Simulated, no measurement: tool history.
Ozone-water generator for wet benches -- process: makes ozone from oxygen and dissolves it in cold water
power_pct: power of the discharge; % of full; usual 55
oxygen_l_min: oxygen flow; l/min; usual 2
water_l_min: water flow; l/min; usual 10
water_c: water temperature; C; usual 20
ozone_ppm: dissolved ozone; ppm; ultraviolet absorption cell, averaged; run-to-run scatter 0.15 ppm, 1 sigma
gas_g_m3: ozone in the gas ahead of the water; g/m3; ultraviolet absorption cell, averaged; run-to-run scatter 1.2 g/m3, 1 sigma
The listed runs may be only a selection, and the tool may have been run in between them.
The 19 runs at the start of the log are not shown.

{"run": 20, "hour": 1152.6, "power_pct": 48, "oxygen_l_min": 1.92, "water_l_min": 11, "water_c": 20, "ozone_ppm": 16.1, "gas_g_m3": 198.1}
{"run": 21, "hour": 1237.0, "power_pct": 75, "oxygen_l_min": 1.07, "water_l_min": 11, "water_c": 20, "ozone_ppm": 20, "gas_g_m3": 361.1}
{"run": 22, "hour": 1289.2, "power_pct": 75, "oxygen_l_min": 1.07, "water_l_min": 11, "water_c": 20, "ozone_ppm": 20.3, "gas_g_m3": 360.4}
{"run": 23, "hour": 1362.6, "power_pct": 75, "oxygen_l_min": 1.68, "water_l_min": 11, "water_c": 17, "ozone_ppm": 21.3, "gas_g_m3": 269.8}
{"run": 24, "hour": 1429.3, "power_pct": 44, "oxygen_l_min": 3.2, "water_l_min": 6, "water_c": 27, "ozone_ppm": 18.3, "gas_g_m3": 133.5}
{"run": 25, "hour": 1503.6, "power_pct": 42, "oxygen_l_min": 2, "water_l_min": 8, "water_c": 20, "ozone_ppm": 19.1, "gas_g_m3": 176.6}
{"run": 26, "hour": 1568.2, "power_pct": 99, "oxygen_l_min": 1.08, "water_l_min": 8, "water_c": 24, "ozone_ppm": 29.3, "gas_g_m3": 414.1}
{"run": 27, "hour": 1648.6, "power_pct": 99, "oxygen_l_min": 1.08, "water_l_min": 8, "water_c": 24, "ozone_ppm": 29.4, "gas_g_m3": 411.2}

Run 28 is up next; what results do you expect?
{"run": 28, "hour": 1710.5, "power_pct": 99, "oxygen_l_min": 1.08, "water_l_min": 8, "water_c": 24, "ozone_ppm": "?", "gas_g_m3": "?"}

Run 28 produced ozone_ppm 30 ppm, gas_g_m3 415.3 g/m3.
With no hidden state in the tool, this same run would have given ozone_ppm 30.1 ppm, gas_g_m3 425.2 g/m3.
